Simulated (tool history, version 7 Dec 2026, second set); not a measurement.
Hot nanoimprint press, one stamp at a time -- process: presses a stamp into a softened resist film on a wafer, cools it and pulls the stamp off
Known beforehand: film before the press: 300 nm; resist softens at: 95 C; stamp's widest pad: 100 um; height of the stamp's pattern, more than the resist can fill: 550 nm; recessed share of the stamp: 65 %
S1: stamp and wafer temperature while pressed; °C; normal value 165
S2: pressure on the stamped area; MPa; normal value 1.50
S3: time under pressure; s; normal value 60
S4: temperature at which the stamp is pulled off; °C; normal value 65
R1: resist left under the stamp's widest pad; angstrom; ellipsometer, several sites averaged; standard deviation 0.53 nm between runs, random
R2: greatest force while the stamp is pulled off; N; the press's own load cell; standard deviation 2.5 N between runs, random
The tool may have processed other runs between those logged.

{"run": 1, "hour": 0.0, "S1": 165, "S2": 1.5, "S3": 60, "S4": 65, "R1": 1069, "R2": 127}
{"run": 2, "hour": 9.6, "S1": 165, "S2": 1.5, "S3": 103, "S4": 65, "R1": 852, "R2": 128}
{"run": 3, "hour": 28.7, "S1": 165, "S2": 1.5, "S3": 103, "S4": 65, "R1": 847, "R2": 136}
{"run": 4, "hour": 41.6, "S1": 165, "S2": 1.29, "S3": 60, "S4": 65, "R1": 1150, "R2": 130}
{"run": 5, "hour": 56.9, "S1": 165, "S2": 1.29, "S3": 60, "S4": 69, "R1": 1144, "R2": 123}
{"run": 6, "hour": 68.9, "S1": 165, "S2": 1.29, "S3": 60, "S4": 69, "R1": 1153, "R2": 121}
{"run": 7, "hour": 84.8, "S1": 165, "S2": 1.29, "S3": 60, "S4": 69, "R1": 1146, "R2": 121}
{"run": 8, "hour": 97.4, "S1": 165, "S2": 1.29, "S3": 60, "S4": 69, "R1": 1153, "R2": 126}
{"run": 9, "hour": 108.3, "S1": 165, "S2": 1.29, "S3": 60, "S4": 69, "R1": 1146, "R2": 125}

Expected results for the next run?
{"run": 10, "hour": 120.9, "S1": 174, "S2": 1.64, "S3": 60, "S4": 64, "R1": "?", "R2": "?"}

{"run 10": {"R1": 749, "R2": 140}}
Take away the tool's hidden state, keep the run-to-run variation as it was, and the same run would have given R1 735 angstrom, R2 115 N.
